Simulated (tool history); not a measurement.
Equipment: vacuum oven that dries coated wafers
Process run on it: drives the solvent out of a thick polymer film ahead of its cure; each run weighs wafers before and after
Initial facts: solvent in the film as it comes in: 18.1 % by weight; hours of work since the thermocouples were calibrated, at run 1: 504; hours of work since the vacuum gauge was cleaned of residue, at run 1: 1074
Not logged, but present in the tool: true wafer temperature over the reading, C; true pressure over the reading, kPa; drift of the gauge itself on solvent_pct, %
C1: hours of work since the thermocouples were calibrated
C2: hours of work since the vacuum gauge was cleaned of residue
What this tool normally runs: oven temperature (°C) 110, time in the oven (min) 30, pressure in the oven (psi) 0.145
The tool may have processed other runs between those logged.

Run 1, hour 0: usual settings; C1 504; C2 1074. Result: solvent left in the film (%) 1.37.
Run 2, hour 101.8: usual settings but oven temperature (°C) 106; C1 555; C2 1125. Result: solvent left in the film (%) 1.87.
Run 3, hour 182: usual settings; C1 596; C2 1165. Result: solvent left in the film (%) 1.38.
Run 4, hour 277.5: usual settings but time in the oven (min) 26; C1 643; C2 1213. Result: solvent left in the film (%) 1.73.
Run 5, hour 335.9: usual settings but oven temperature (°C) 120; C1 673; C2 1243. Result: solvent left in the film (%) 0.7.
Run 6, hour 438.5: usual settings but time in the oven (min) 34; C1 724; C2 1294. Result: solvent left in the film (%) 1.2.
Run 7, hour 520.2: usual settings but pressure in the oven (psi) 0.3; C1 765; C2 1335. Result: solvent left in the film (%) 1.95.
Run 8, hour 565: usual settings but pressure in the oven (psi) 0.3; C1 788; C2 1358. Result: solvent left in the film (%) 1.97.
Run 9, hour 646: usual settings but pressure in the oven (psi) 0.3; C1 828; C2 1398. Result: solvent left in the film (%) 2.01.
Run 10, hour 749.6: usual settings; C1 880; C2 1450. Result: solvent left in the film (%) 1.59.
At hour 787.8: oven's thermocouples calibrated.
Run 11, hour 804.2: usual settings; C1 8; C2 1477. Result: solvent left in the film (%) 1.38.
Run 12, hour 850.8: usual settings; C1 32; C2 1500. Result: solvent left in the film (%) 1.41.
Run 13, hour 912.9: usual settings; C1 63; C2 1531. Result: solvent left in the film (%) 1.56.
Run 14, hour 969.9: usual settings; C1 91; C2 1560. Result: solvent left in the film (%) 1.54.
Run 15, hour 1053.8: usual settings; C1 133; C2 1602. Result: solvent left in the film (%) 1.58.
Run 16, hour 1134.4: usual settings; C1 174; C2 1642. Result: solvent left in the film (%) 1.55.
Run 17, hour 1204.9: usual settings; C1 209; C2 1678. Result: solvent left in the film (%) 1.53.
Run 18, hour 1258.5: usual settings; C1 236; C2 1705. Result: solvent left in the film (%) 1.46.
Run 19, hour 1318.4: usual settings; C1 266; C2 1735. Result: solvent left in the film (%) 1.56.
Run 20, hour 1398.6: usual settings; C1 307; C2 1775. Result: solvent left in the film (%) 1.6.
Run 21, hour 1462.7: usual settings; C1 339; C2 1807. Result: solvent left in the film (%) 1.53.
Run 22, hour 1543.2: usual settings but oven temperature (°C) 106, pressure in the oven (psi) 0.11; C1 379; C2 1848. Result: solvent left in the film (%) 2.01.
Run 23, hour 1605.7: usual settings but oven temperature (°C) 108, time in the oven (min) 25, pressure in the oven (psi) 0.537; C1 410; C2 1879. Result: solvent left in the film (%) 3.74.
Run 24, hour 1694.3: usual settings but oven temperature (°C) 104, time in the oven (min) 16, pressure in the oven (psi) 0.113; C1 455; C2 1923. Result: solvent left in the film (%) 5.12.
Run 25, hour 1782.8: usual settings but oven temperature (°C) 114, time in the oven (min) 18, pressure in the oven (psi) 0.258; C1 499; C2 1968. Result: solvent left in the film (%) 2.54.
Run 26, hour 1883.8: usual settings but oven temperature (°C) 114, time in the oven (min) 18, pressure in the oven (psi) 0.258; C1 550; C2 2019. Result: solvent left in the film (%) 2.7.
Run 27, hour 1982: usual settings but oven temperature (°C) 123, time in the oven (min) 41, pressure in the oven (psi) 0.128; C1 599; C2 2068. Result: solvent left in the film (%) 0.66.
Run 28, hour 2028.8: usual settings but oven temperature (°C) 117, pressure in the oven (psi) 0.091; C1 623; C2 2091. Result: solvent left in the film (%) 0.85.
Run 29, hour 2132.5: usual settings but oven temperature (°C) 117, pressure in the oven (psi) 0.091; C1 675; C2 2143. Result: solvent left in the film (%) 0.9.
Run 30, hour 2213.6: usual settings but time in the oven (min) 37, pressure in the oven (psi) 0.276; C1 716; C2 2184. Result: solvent left in the film (%) 1.74.
Run 31, hour 2294.1: usual settings but time in the oven (min) 37, pressure in the oven (psi) 0.276; C1 756; C2 2224. Result: solvent left in the film (%) 1.85.
Run 32, hour 2359.8: usual settings but pressure in the oven (psi) 0.564; C1 789; C2 2257. Result: solvent left in the film (%) 3.14.
Run 33, hour 2463: usual settings but oven temperature (°C) 102, time in the oven (min) 16, pressure in the oven (psi) 0.087; C1 841; C2 2309. Result: solvent left in the film (%) 5.63.
Run 34, hour 2561.1: usual settings but oven temperature (°C) 112, time in the oven (min) 20, pressure in the oven (psi) 0.087; C1 890; C2 2358. Result: solvent left in the film (%) 2.44.
At hour 2582.5: oven's thermocouples calibrated.
Run 35, hour 2614.7: usual settings but time in the oven (min) 46; C1 16; C2 2384. Result: solvent left in the film (%) 1.18.
Run 36, hour 2696.9: usual settings but oven temperature (°C) 104, time in the oven (min) 45, pressure in the oven (psi) 0.339; C1 57; C2 2426. Result: solvent left in the film (%) 2.38.
Run 37, hour 2786.5: usual settings but oven temperature (°C) 95, time in the oven (min) 31, pressure in the oven (psi) 0.212; C1 102; C2 2471. Result: solvent left in the film (%) 4.65.
Run 38, hour 2841.5: usual settings but oven temperature (°C) 95, time in the oven (min) 15, pressure in the oven (psi) 0.212; C1 130; C2 2498. Result: solvent left in the film (%) 7.96.
Run 39, hour 2896.1: usual settings but oven temperature (°C) 105, time in the oven (min) 34, pressure in the oven (psi) 0.09; C1 157; C2 2526. Result: solvent left in the film (%) 1.88.
Run 40, hour 2946.2: usual settings but time in the oven (min) 36, pressure in the oven (psi) 0.31; C1 183; C2 2551. Result: solvent left in the film (%) 2.

What if the next run were any one of these 3? Each begins from the tool's condition after run 40:
Run A, hour 3040.3: usual settings but oven temperature (°C) 97; C1 230; C2 2598. Result: solvent left in the film (%) ?.
Run B, hour 3040.3: usual settings but time in the oven (min) 28; C1 230; C2 2598. Result: solvent left in the film (%) ?.
Run C, hour 3040.3: usual settings but oven temperature (°C) 120, pressure in the oven (psi) 0.09; C1 230; C2 2598. Result: solvent left in the film (%) ?.

run  solvent left in the film (%)
  A                          4.11
  B                           1.9
  C                           0.8
Without the tool's hidden state the same runs would have given:
run  solvent left in the film (%)
  A                          3.18
  B                          1.27
  C                          0.34
